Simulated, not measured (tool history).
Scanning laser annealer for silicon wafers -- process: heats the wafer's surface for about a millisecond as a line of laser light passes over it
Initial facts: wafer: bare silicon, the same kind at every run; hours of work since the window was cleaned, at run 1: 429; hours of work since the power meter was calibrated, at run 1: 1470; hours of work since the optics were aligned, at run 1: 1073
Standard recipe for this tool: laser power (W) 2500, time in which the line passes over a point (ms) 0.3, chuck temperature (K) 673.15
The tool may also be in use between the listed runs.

run    hour  laser power (W)  time in which the line passes over a point (ms)  chuck temperature (K)  hours of work since the window was cleaned  hours of work since the power meter was calibrated  hours of work since the optics were aligned  highest temperature of the surface (K)
  1       0             2500                                              0.3                 673.15                                         429                                                1470                                         1073                                 1452.15
  2    79.7             2500                                              0.3                 673.15                                         468                                                1510                                         1113                                 1451.15
  3   127.8             2500                                              0.3                 673.15                                         492                                                1534                                         1137                                 1454.15
  4   202.9             2500                                              0.3                 673.15                                         530                                                1571                                         1175                                 1449.15
  5   282.5             2500                                              0.3                 673.15                                         570                                                1611                                         1214                                 1449.15
      346.1  -- window over the wafer cleaned
  6   370.8             2500                                              0.3                 673.15                                          12                                                1654                                         1257                                 1461.15
  7   435.1             2500                                              0.3                 673.15                                          44                                                1686                                         1290                                 1464.15
  8   513.8             2211                                              0.3                 673.15                                          84                                                1725                                         1329                                 1349.15
  9   571.1             2500                                            0.251                 673.15                                         112                                                1754                                         1357                                 1390.15
 10   636.7             2500                                            0.251                 673.15                                         145                                                1786                                         1390                                 1386.15
 11   687.4             2500                                            0.262                 673.15                                         170                                                1812                                         1415                                 1402.15
 12   728.1             2500                                            0.262                 673.15                                         191                                                1832                                         1436                                 1400.15
 13   788.5             2500                                            0.262                 673.15                                         221                                                1862                                         1466                                 1400.15
 14   866.6             2379                                              0.3                 673.15                                         260                                                1901                                         1505                                 1404.15
      898.4  -- optics aligned, line set to its width
 15   931.2             2379                                              0.3                 673.15                                         289                                                1931                                           16                                 1423.15
 16   980.1             2379                                              0.3                 673.15                                         314                                                1955                                           41                                 1422.15
 17  1018.2             2379                                              0.3                 673.15                                         333                                                1974                                           60                                 1425.15
 18    1106             2379                                              0.3                 640.15                                         377                                                2018                                          104                                 1388.15
 19  1174.5             2379                                              0.3                 640.15                                         411                                                2052                                          138                                 1390.15
 20  1244.6             2542                                            0.369                 710.15                                         446                                                2087                                          173                                 1608.15
 21  1335.8             2334                                            0.369                 710.15                                         491                                                2133                                          218                                 1516.15
 22  1392.6             2229                                            0.335                 673.15                                         520                                                2161                                          247                                 1402.15
 23  1475.7             2188                                            0.284                 644.15                                         561                                                2203                                          288                                 1296.15
 24  1527.1             2188                                            0.284                 644.15                                         587                                                2228                                          314                                 1293.15
     1551.6  -- window over the wafer cleaned
 25  1604.1             2128                                            0.233                 675.15                                          26                                                2266                                          351                                 1257.15
 26  1692.8             2128                                            0.233                 675.15                                          70                                                2310                                          395                                 1253.15
 27  1752.5             2128                                            0.233                 675.15                                         100                                                2340                                          425                                 1253.15
 28  1830.8             2128                                            0.251                 682.15                                         139                                                2379                                          464                                 1283.15
 29  1895.2             2514                                              0.3                 690.15                                         171                                                2411                                          496                                 1493.15
 30  1955.5             2514                                              0.3                 690.15                                         202                                                2441                                          526                                 1493.15
 31  2035.8             2708                                            0.214                 690.15                                         242                                                2481                                          566                                 1424.15
 32  2118.1             2139                                            0.276                 656.15                                         283                                                2522                                          607                                 1283.15
 33  2190.1             2639                                            0.276                 656.15                                         319                                                2558                                          643                                 1464.15
 34  2231.1             2639                                            0.276                 656.15                                         339                                                2578                                          664                                 1464.15
 35  2311.2             2639                                            0.276                 656.15                                         379                                                2618                                          704                                 1463.15
 36  2367.9             2541                                              0.3                 673.15                                         407                                                2647                                          732                                 1479.15

Consider 5 possible next runs. They are alternatives, not a sequence: every one starts from the tool as it was left by run 36. What does each give?
  A  2442.2             2541                                            0.246                 661.15                                         444                                                2684                                          769                                       ?
  B  2442.2             2509                                            0.235                 637.15                                         444                                                2684                                          769                                       ?
  C  2442.2             2500                                            0.251                 641.15                                         444                                                2684                                          769                                       ?
  D  2442.2             2313                                            0.341                 707.15                                         444                                                2684                                          769                                       ?
  E  2442.2             2541                                            0.214                 684.15                                         444                                                2684                                          769                                       ?

run  highest temperature of the surface (K)
  A                                 1385.15
  B                                 1330.15
  C                                 1357.15
  D                                 1476.15
  E                                 1355.15
Without the tool's hidden state the same runs would have given:
run  highest temperature of the surface (K)
  A                                 1400.15
  B                                 1345.15
  C                                 1372.15
  D                                 1492.15
  E                                 1369.15

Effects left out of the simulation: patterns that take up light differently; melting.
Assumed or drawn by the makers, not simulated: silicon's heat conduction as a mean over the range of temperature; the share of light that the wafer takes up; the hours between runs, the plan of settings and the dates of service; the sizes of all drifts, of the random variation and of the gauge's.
